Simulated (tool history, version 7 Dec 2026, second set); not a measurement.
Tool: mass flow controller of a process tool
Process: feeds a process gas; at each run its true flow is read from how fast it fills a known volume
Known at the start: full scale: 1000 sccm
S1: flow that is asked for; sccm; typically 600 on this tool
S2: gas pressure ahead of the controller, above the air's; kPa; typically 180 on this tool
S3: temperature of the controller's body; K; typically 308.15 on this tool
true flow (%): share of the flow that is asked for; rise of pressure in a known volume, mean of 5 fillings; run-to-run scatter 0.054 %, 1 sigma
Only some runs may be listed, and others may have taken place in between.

run 1 hour=0.0 | S1=600 S2=180 S3=308.15 | true_flow_(%)=98.35
run 2 hour=250.8 | S1=600 S2=180 S3=308.15 | true_flow_(%)=98.23
run 3 hour=533.1 | S1=600 S2=180 S3=298.15 | true_flow_(%)=99.37
run 4 hour=870.4 | S1=600 S2=180 S3=298.15 | true_flow_(%)=99.53
run 5 hour=1079.7 | S1=600 S2=180 S3=308.15 | true_flow_(%)=98.44
run 6 hour=1392.6 | S1=600 S2=180 S3=308.15 | true_flow_(%)=98.56
run 7 hour=1547.5 | S1=600 S2=180 S3=308.15 | true_flow_(%)=98.59
run 8 hour=1746.7 | S1=600 S2=180 S3=308.15 | true_flow_(%)=98.63
run 9 hour=1947.3 | S1=600 S2=180 S3=308.15 | true_flow_(%)=98.63
run 10 hour=2139.9 | S1=600 S2=180 S3=308.15 | true_flow_(%)=98.70
run 11 hour=2287.1 | S1=600 S2=180 S3=308.15 | true_flow_(%)=98.78
run 12 hour=2441.5 | S1=600 S2=180 S3=308.15 | true_flow_(%)=98.79
run 13 hour=2689.6 | S1=600 S2=180 S3=308.15 | true_flow_(%)=98.91
run 14 hour=2914.1 | S1=347 S2=180 S3=295.15 | true_flow_(%)=99.79
run 15 hour=3082.7 | S1=347 S2=180 S3=295.15 | true_flow_(%)=99.81
run 16 hour=3314.9 | S1=642 S2=180 S3=297.15 | true_flow_(%)=100.35
run 17 hour=3557.0 | S1=642 S2=180 S3=297.15 | true_flow_(%)=100.45
run 18 hour=3883.0 | S1=600 S2=142 S3=306.15 | true_flow_(%)=99.62
run 19 hour=4150.1 | S1=600 S2=192 S3=306.15 | true_flow_(%)=99.33
run 20 hour=4326.8 | S1=600 S2=180 S3=311.15 | true_flow_(%)=98.93
run 21 hour=4498.9 | S1=600 S2=180 S3=311.15 | true_flow_(%)=99.04
run 22 hour=4795.1 | S1=600 S2=144 S3=303.15 | true_flow_(%)=100.21
run 23 hour=4941.2 | S1=168 S2=180 S3=311.15 | true_flow_(%)=98.14
run 24 hour=5123.1 | S1=168 S2=180 S3=311.15 | true_flow_(%)=98.21
run 25 hour=5486.6 | S1=610 S2=157 S3=308.15 | true_flow_(%)=99.69
run 26 hour=5792.3 | S1=610 S2=157 S3=308.15 | true_flow_(%)=99.85

4 ways to go on from here, each from the tool as it stands after run 26. What would each give?
run A hour=6051.4 | S1=151 S2=169 S3=306.15 | true_flow_(%)=?
run B hour=6051.4 | S1=147 S2=181 S3=307.15 | true_flow_(%)=?
run C hour=6051.4 | S1=746 S2=180 S3=307.15 | true_flow_(%)=?
run D hour=6051.4 | S1=483 S2=149 S3=302.15 | true_flow_(%)=?

run=A true_flow_(%)=98.96
run=B true_flow_(%)=98.80
run=C true_flow_(%)=100.13
run=D true_flow_(%)=100.34
Stripped of hidden state, with their random variation kept, the same runs would have yielded:
run=A true_flow_(%)=97.49
run=B true_flow_(%)=97.33
run=C true_flow_(%)=98.66
run=D true_flow_(%)=98.85
